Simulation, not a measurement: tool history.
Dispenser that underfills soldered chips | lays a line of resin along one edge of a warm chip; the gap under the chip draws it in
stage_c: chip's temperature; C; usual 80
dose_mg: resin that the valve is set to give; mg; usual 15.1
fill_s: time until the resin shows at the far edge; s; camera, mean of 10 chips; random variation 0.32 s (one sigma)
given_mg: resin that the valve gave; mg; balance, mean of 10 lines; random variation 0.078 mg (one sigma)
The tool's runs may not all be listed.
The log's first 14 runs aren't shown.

| run | hour | stage_c | dose_mg | fill_s | given_mg |
|---|---|---|---|---|---|
|  | 84.2 | new syringe of resin |
| 15 | 84.4 | 80 | 15.1 | 10.8 | 14.28 |
| 16 | 88.5 | 80 | 12.9 | 14.7 | 12.17 |
|  | 96.6 | dispensing valve cleaned and set on the balance |
| 17 | 97.6 | 76 | 15.1 | 22.5 | 15.16 |
|  | 100.2 | new syringe of resin |
| 18 | 105.6 | 80 | 15.1 | 13.9 | 15.08 |
| 19 | 110.0 | 80 | 14.7 | 16.8 | 14.57 |
|  | 115.8 | new syringe of resin |
| 20 | 116.6 | 80 | 19.1 | 12.4 | 18.93 |
| 21 | 125.3 | 80 | 17.6 | 16.4 | 17.19 |
|  | 130.9 | new syringe of resin |
| 22 | 132.1 | 85 | 18.9 | 9.0 | 18.55 |
| 23 | 140.1 | 80 | 19.0 | 16.0 | 18.50 |
|  | 145.9 | new syringe of resin |
| 24 | 146.7 | 93 | 15.1 | 6.6 | 14.82 |
| 25 | 154.9 | 75 | 16.1 | 20.7 | 15.60 |
|  | 161.1 | new syringe of resin |
| 26 | 161.3 | 95 | 14.3 | 6.1 | 13.81 |
| 27 | 169.7 | 73 | 19.2 | 21.2 | 18.51 |
|  | 176.4 | new syringe of resin |
| 28 | 177.4 | 87 | 15.8 | 8.7 | 15.03 |
| 29 | 185.7 | 79 | 16.5 | 16.9 | 15.73 |
|  | 191.7 | new syringe of resin |
| 30 | 192.1 | 76 | 16.8 | 13.9 | 15.97 |

Run 31 comes next. What will it give?
| 31 | 197.6 | 76 | 16.8 | ? | ? |

fill_s: 17.6 s
given_mg: 15.78 mg
Without the tool's hidden state the same run would have given fill_s 13.1 s, given_mg 16.71 mg.
